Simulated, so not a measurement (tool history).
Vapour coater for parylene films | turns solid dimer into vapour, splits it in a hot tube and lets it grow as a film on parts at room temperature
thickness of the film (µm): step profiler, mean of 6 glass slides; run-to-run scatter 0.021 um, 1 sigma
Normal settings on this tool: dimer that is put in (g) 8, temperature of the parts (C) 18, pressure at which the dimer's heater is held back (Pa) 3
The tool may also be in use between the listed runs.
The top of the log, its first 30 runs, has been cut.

| run | day | dimer that is put in (g) | temperature of the parts (C) | pressure at which the dimer's heater is held back (Pa) | hours of work since the trap's valve was overhauled | hours of work since the table's thermometer was calibrated | thickness of the film (µm) |
|---|---|---|---|---|---|---|---|
|  | 62.496 | table's thermometer calibrated |
| 31 | 64.879 | 9 | 18 | 6.34 | 516 | 27 | 2.32 |
| 32 | 66.85 | 8 | 20 | 3 | 538 | 50 | 2 |
|  | 69.233 | trap's valve overhauled |
| 33 | 69.296 | 8 | 20 | 3 | 1 | 76 | 2.36 |
| 34 | 71.046 | 8 | 18 | 4.09 | 21 | 96 | 2.47 |
| 35 | 72.562 | 8 | 18 | 4.09 | 38 | 114 | 2.42 |
| 36 | 75.183 | 8 | 15 | 4.78 | 68 | 144 | 2.78 |
| 37 | 77.071 | 8 | 15 | 4.78 | 90 | 165 | 2.77 |
| 38 | 79.688 | 4 | 21 | 10.36 | 120 | 195 | 0.97 |
|  | 81.008 | table's thermometer calibrated, once more |
| 39 | 82.546 | 4 | 21 | 10.36 | 152 | 18 | 1 |
| 40 | 85.492 | 4 | 21 | 10.36 | 186 | 51 | 1 |
| 41 | 87.292 | 4 | 11 | 10.36 | 207 | 72 | 1.6 |
| 42 | 88.767 | 3 | 20 | 3.48 | 224 | 89 | 0.84 |
| 43 | 90.433 | 8 | 20 | 10.19 | 243 | 108 | 2.07 |

Alternative continuations, all from the tool just after run 43; predict every row:
| A | 92.283 | 7 | 20 | 2.18 | 264 | 129 | ? |
| B | 92.283 | 4 | 18 | 6.31 | 264 | 129 | ? |
| C | 92.283 | 12 | 11 | 2.16 | 264 | 129 | ? |
| D | 92.283 | 7 | 12 | 3 | 264 | 129 | ? |
| E | 92.283 | 9 | 20 | 2.25 | 264 | 129 | ? |

| run | thickness of the film (µm) |
|---|---|
| A | 2 |
| B | 1.17 |
| C | 4.99 |
| D | 2.89 |
| E | 2.6 |
What these runs would have given with no unlogged condition in the tool:
| run | thickness of the film (µm) |
|---|---|
| A | 2.15 |
| B | 1.26 |
| C | 5.35 |
| D | 3.11 |
| E | 2.8 |
